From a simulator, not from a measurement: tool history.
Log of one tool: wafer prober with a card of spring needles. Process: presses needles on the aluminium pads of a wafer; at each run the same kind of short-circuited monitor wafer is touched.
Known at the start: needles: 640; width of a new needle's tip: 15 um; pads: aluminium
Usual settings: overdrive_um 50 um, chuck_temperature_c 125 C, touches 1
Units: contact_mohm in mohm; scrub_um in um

| run | hour | overdrive_um | chuck_temperature_c | touches | contact_mohm | scrub_um |
|---|---|---|---|---|---|---|
| 1 | 0 | 50 | 125 | 1 | 224 | 6.38 |
|  | 4.6 | tips cleaned on abrasive film |
|  | 10.7 | tips cleaned on abrasive film |
|  | 16.8 | tips cleaned on abrasive film |
|  | 23 | tips cleaned on abrasive film |
| 2 | 27.3 | 50 | 125 | 1 | 247 | 6.14 |
|  | 30.4 | tips cleaned on abrasive film |
|  | 36.5 | tips cleaned on abrasive film |
|  | 44.1 | tips cleaned on abrasive film |
|  | 51.8 | tips cleaned on abrasive film |
|  | 59.4 | tips cleaned on abrasive film |
| 3 | 65.1 | 50 | 125 | 1 | 287 | 6.09 |
|  | 66.7 | tips cleaned on abrasive film |
|  | 72.9 | tips cleaned on abrasive film |
|  | 80.5 | tips cleaned on abrasive film |
|  | 86.6 | tips cleaned on abrasive film |
|  | 92.7 | tips cleaned on abrasive film |
|  | 100.3 | tips cleaned on abrasive film |
|  | 106.4 | tips cleaned on abrasive film |
| 4 | 108.6 | 50 | 125 | 1 | 218 | 6.03 |
|  | 113.2 | tips cleaned on abrasive film |
|  | 119.4 | tips cleaned on abrasive film |
|  | 121.2 | height of the first contact set anew |
|  | 127.3 | tips cleaned on abrasive film |
|  | 133.4 | tips cleaned on abrasive film |
|  | 141 | tips cleaned on abrasive film |
|  | 147.1 | tips cleaned on abrasive film |
| 5 | 150.6 | 50 | 125 | 1 | 236 | 6.82 |
|  | 153.8 | tips cleaned on abrasive film |
|  | 159.9 | tips cleaned on abrasive film |
|  | 167.5 | tips cleaned on abrasive film |
|  | 173.6 | tips cleaned on abrasive film |
|  | 179.7 | tips cleaned on abrasive film |
|  | 185.8 | tips cleaned on abrasive film |
|  | 193.5 | tips cleaned on abrasive film |
|  | 196.2 | tips cleaned on abrasive film, once more |
| 6 | 196.2 | 50 | 125 | 1 | 177 | 6.68 |
|  | 202.4 | tips cleaned on abrasive film |
|  | 210 | tips cleaned on abrasive film |
|  | 217.6 | tips cleaned on abrasive film |
| 7 | 217.6 | 34 | 125 | 1 | 203 | 4.46 |
|  | 224.1 | tips cleaned on abrasive film |
|  | 230.2 | tips cleaned on abrasive film |
|  | 236.3 | tips cleaned on abrasive film |
|  | 243.9 | tips cleaned on abrasive film |
|  | 251.5 | tips cleaned on abrasive film |
| 8 | 255.5 | 34 | 125 | 1 | 355 | 4.41 |
|  | 258.6 | tips cleaned on abrasive film |
|  | 264.8 | tips cleaned on abrasive film |
|  | 272.4 | tips cleaned on abrasive film |
|  | 278.5 | tips cleaned on abrasive film |
|  | 284.6 | tips cleaned on abrasive film |
| 9 | 289.2 | 34 | 125 | 1 | 384 | 4.28 |
|  | 290.8 | tips cleaned on abrasive film |
|  | 296.9 | tips cleaned on abrasive film |
|  | 303 | tips cleaned on abrasive film |
| 10 | 308.7 | 34 | 125 | 1 | 434 | 4.32 |
|  | 310.3 | tips cleaned on abrasive film |
|  | 316.4 | tips cleaned on abrasive film |
|  | 322.5 | tips cleaned on abrasive film |
|  | 330.1 | tips cleaned on abrasive film |
| 11 | 335.9 | 50 | 125 | 1 | 275 | 6.38 |
|  | 337.5 | tips cleaned on abrasive film |
|  | 343.6 | tips cleaned on abrasive film |
|  | 351.3 | tips cleaned on abrasive film |
|  | 357.4 | tips cleaned on abrasive film |
|  | 363.5 | tips cleaned on abrasive film |
|  | 371.1 | tips cleaned on abrasive film |
| 12 | 371.3 | 50 | 125 | 1 | 185 | 6.31 |
|  | 377.4 | tips cleaned on abrasive film |
|  | 383.5 | tips cleaned on abrasive film |
|  | 389.6 | tips cleaned on abrasive film |
|  | 396.7 | tips cleaned on abrasive film |
| 13 | 396.7 | 50 | 125 | 1 | 182 | 6.21 |
|  | 402.8 | tips cleaned on abrasive film |
|  | 410.5 | tips cleaned on abrasive film |
|  | 416.6 | tips cleaned on abrasive film |
|  | 424.2 | tips cleaned on abrasive film |
|  | 430.3 | tips cleaned on abrasive film |
|  | 430.6 | height of the first contact set anew |
|  | 436.7 | tips cleaned on abrasive film |
| 14 | 439.7 | 30 | 65 | 2 | 288 | 4.16 |
|  | 444.3 | tips cleaned on abrasive film |
|  | 450.4 | tips cleaned on abrasive film |
|  | 458.1 | tips cleaned on abrasive film |
|  | 464.2 | tips cleaned on abrasive film |
| 15 | 467.4 | 50 | 108 | 2 | 212 | 6.8 |
|  | 470.5 | tips cleaned on abrasive film |
|  | 478.1 | tips cleaned on abrasive film |
|  | 484.2 | tips cleaned on abrasive film |
|  | 491.8 | tips cleaned on abrasive film |
| 16 | 493.7 | 66 | 125 | 3 | 176 | 8.97 |
|  | 498.3 | tips cleaned on abrasive film |
|  | 505.9 | tips cleaned on abrasive film |
|  | 512 | tips cleaned on abrasive film |
| 17 | 517.7 | 66 | 125 | 3 | 189 | 8.99 |
|  | 519.3 | tips cleaned on abrasive film |
|  | 526.9 | tips cleaned on abrasive film |
|  | 534.5 | tips cleaned on abrasive film |
|  | 540.7 | tips cleaned on abrasive film |
|  | 548.3 | tips cleaned on abrasive film |
|  | 554.4 | tips cleaned on abrasive film |
| 18 | 554.8 | 50 | 53 | 2 | 168 | 6.66 |
|  | 560.9 | tips cleaned on abrasive film |
|  | 567 | tips cleaned on abrasive film |
|  | 573.1 | tips cleaned on abrasive film |
|  | 579.2 | tips cleaned on abrasive film |
|  | 586.3 | tips cleaned on abrasive film |
| 19 | 586.3 | 50 | 53 | 2 | 160 | 6.56 |
|  | 592.4 | tips cleaned on abrasive film |
|  | 600 | tips cleaned on abrasive film |
|  | 606.5 | tips cleaned on abrasive film |
| 20 | 606.5 | 50 | 53 | 2 | 166 | 6.55 |
|  | 612.7 | tips cleaned on abrasive film |
|  | 618.8 | tips cleaned on abrasive film |
|  | 626.4 | tips cleaned on abrasive film |
|  | 632.5 | tips cleaned on abrasive film |
|  | 640.1 | tips cleaned on abrasive film |
| 21 | 644.3 | 50 | 62 | 2 | 229 | 6.46 |
|  | 647.4 | tips cleaned on abrasive film |
|  | 653.5 | tips cleaned on abrasive film |
|  | 661.2 | tips cleaned on abrasive film |
|  | 668.8 | tips cleaned on abrasive film |
|  | 674.9 | tips cleaned on abrasive film |
|  | 681 | tips cleaned on abrasive film |
|  | 688.2 | tips cleaned on abrasive film |
| 22 | 688.2 | 50 | 62 | 2 | 165 | 6.24 |
|  | 694.3 | tips cleaned on abrasive film |
|  | 700.4 | tips cleaned on abrasive film |
|  | 708 | tips cleaned on abrasive film |
|  | 714.2 | tips cleaned on abrasive film |
| 23 | 719.5 | 50 | 62 | 2 | 249 | 6.23 |
|  | 721.1 | tips cleaned on abrasive film |
|  | 728.7 | tips cleaned on abrasive film |
|  | 734.9 | tips cleaned on abrasive film |
|  | 739.7 | height of the first contact set anew |
|  | 741.3 | tips cleaned on abrasive film |
|  | 748.7 | tips cleaned on abrasive film |
| 24 | 748.7 | 68 | 77 | 1 | 161 | 9.4 |

Forecast each of these 3 alternatives for the next run:
|  | 756.3 | tips cleaned on abrasive film |
|  | 762.4 | tips cleaned on abrasive film |
|  | 768.5 | tips cleaned on abrasive film |
|  | 776.2 | tips cleaned on abrasive film |
| A | 777.7 | 68 | 106 | 1 | ? | ? |
|  | 756.3 | tips cleaned on abrasive film |
|  | 762.4 | tips cleaned on abrasive film |
|  | 768.5 | tips cleaned on abrasive film |
|  | 776.2 | tips cleaned on abrasive film |
| B | 777.7 | 40 | 77 | 1 | ? | ? |
|  | 756.3 | tips cleaned on abrasive film |
|  | 762.4 | tips cleaned on abrasive film |
|  | 768.5 | tips cleaned on abrasive film |
|  | 776.2 | tips cleaned on abrasive film |
| C | 777.7 | 30 | 102 | 1 | ? | ? |

| run | contact_mohm | scrub_um |
|---|---|---|
| A | 193 | 9.28 |
| B | 250 | 5.43 |
| C | 325 | 4.02 |
Without the tool's hidden state the same runs would have given:
| run | contact_mohm | scrub_um |
|---|---|---|
| A | 157 | 9.37 |
| B | 156 | 5.52 |
| C | 170 | 4.11 |

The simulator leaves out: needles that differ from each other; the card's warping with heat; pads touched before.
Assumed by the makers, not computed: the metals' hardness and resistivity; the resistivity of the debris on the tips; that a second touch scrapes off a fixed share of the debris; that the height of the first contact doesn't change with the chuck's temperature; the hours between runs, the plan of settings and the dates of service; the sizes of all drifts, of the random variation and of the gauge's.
